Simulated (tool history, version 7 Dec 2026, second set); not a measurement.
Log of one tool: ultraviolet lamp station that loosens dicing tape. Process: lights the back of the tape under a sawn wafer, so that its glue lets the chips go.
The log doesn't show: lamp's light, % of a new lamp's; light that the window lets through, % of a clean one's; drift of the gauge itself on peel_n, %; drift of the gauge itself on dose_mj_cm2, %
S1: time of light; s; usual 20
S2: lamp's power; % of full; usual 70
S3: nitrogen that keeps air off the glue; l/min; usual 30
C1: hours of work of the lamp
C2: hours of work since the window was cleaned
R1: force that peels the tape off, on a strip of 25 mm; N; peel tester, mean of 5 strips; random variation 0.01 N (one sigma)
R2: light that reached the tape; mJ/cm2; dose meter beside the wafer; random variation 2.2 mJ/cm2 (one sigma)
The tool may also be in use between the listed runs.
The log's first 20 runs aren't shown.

{"run": 21, "hour": 176.9, "S1": 38, "S2": 61, "S3": 34, "C1": 191, "C2": 289, "R1": 0.173, "R2": 270}
{"run": 22, "hour": 183.8, "S1": 15, "S2": 99, "S3": 36, "C1": 194, "C2": 292, "R1": 0.52, "R2": 174}
{"run": 23, "hour": 193.0, "S1": 10, "S2": 91, "S3": 36, "C1": 198, "C2": 296, "R1": 1.464, "R2": 101}
{"run": 24, "hour": 201.2, "S1": 13, "S2": 97, "S3": 32, "C1": 202, "C2": 300, "R1": 0.844, "R2": 139}
{"run": 25, "hour": 207.5, "S1": 21, "S2": 83, "S3": 30, "C1": 205, "C2": 303, "R1": 0.42, "R2": 200}
{"run": 26, "hour": 216.0, "S1": 35, "S2": 64, "S3": 30, "C1": 209, "C2": 307, "R1": 0.218, "R2": 254}
{"run": 27, "hour": 222.7, "S1": 35, "S2": 75, "S3": 41, "C1": 212, "C2": 310, "R1": 0.105, "R2": 298}
{"run": 28, "hour": 233.4, "S1": 19, "S2": 89, "S3": 47, "C1": 216, "C2": 315, "R1": 0.308, "R2": 194}
{"run": 29, "hour": 239.3, "S1": 19, "S2": 68, "S3": 30, "C1": 219, "C2": 317, "R1": 0.926, "R2": 145}
{"run": 30, "hour": 245.1, "S1": 20, "S2": 73, "S3": 50, "C1": 222, "C2": 320, "R1": 0.417, "R2": 160}
{"run": 31, "hour": 256.6, "S1": 20, "S2": 73, "S3": 50, "C1": 227, "C2": 325, "R1": 0.44, "R2": 163}
{"hour": 266.0, "done": "window cleaned of glue's vapour"}
{"run": 32, "hour": 266.2, "S1": 20, "S2": 60, "S3": 36, "C1": 231, "C2": 0, "R1": 0.666, "R2": 155}
{"run": 33, "hour": 277.2, "S1": 20, "S2": 60, "S3": 36, "C1": 236, "C2": 5, "R1": 0.657, "R2": 154}
{"run": 34, "hour": 288.0, "S1": 20, "S2": 85, "S3": 36, "C1": 241, "C2": 10, "R1": 0.278, "R2": 216}
{"run": 35, "hour": 298.5, "S1": 12, "S2": 98, "S3": 30, "C1": 245, "C2": 15, "R1": 0.884, "R2": 149}
{"run": 36, "hour": 306.6, "S1": 12, "S2": 98, "S3": 30, "C1": 249, "C2": 18, "R1": 0.852, "R2": 147}

Forecast each of these 5 alternatives for the next run:
{"run": "A", "hour": 314.9, "S1": 12, "S2": 97, "S3": 30, "C1": 253, "C2": 22, "R1": "?", "R2": "?"}
{"run": "B", "hour": 314.9, "S1": 39, "S2": 86, "S3": 33, "C1": 253, "C2": 22, "R1": "?", "R2": "?"}
{"run": "C", "hour": 314.9, "S1": 14, "S2": 79, "S3": 11, "C1": 253, "C2": 22, "R1": "?", "R2": "?"}
{"run": "D", "hour": 314.9, "S1": 23, "S2": 98, "S3": 30, "C1": 253, "C2": 22, "R1": "?", "R2": "?"}
{"run": "E", "hour": 314.9, "S1": 38, "S2": 70, "S3": 30, "C1": 253, "C2": 22, "R1": "?", "R2": "?"}

run=A R1=0.869 R2=146
run=B R1=0.075 R2=426
run=C R1=2.058 R2=139
run=D R1=0.153 R2=287
run=E R1=0.11 R2=332
Without the tool's hidden state the same runs would have given:
run=A R1=0.69 R2=162
run=B R1=0.07 R2=472
run=C R1=1.773 R2=154
run=D R1=0.119 R2=318
run=E R1=0.092 R2=368
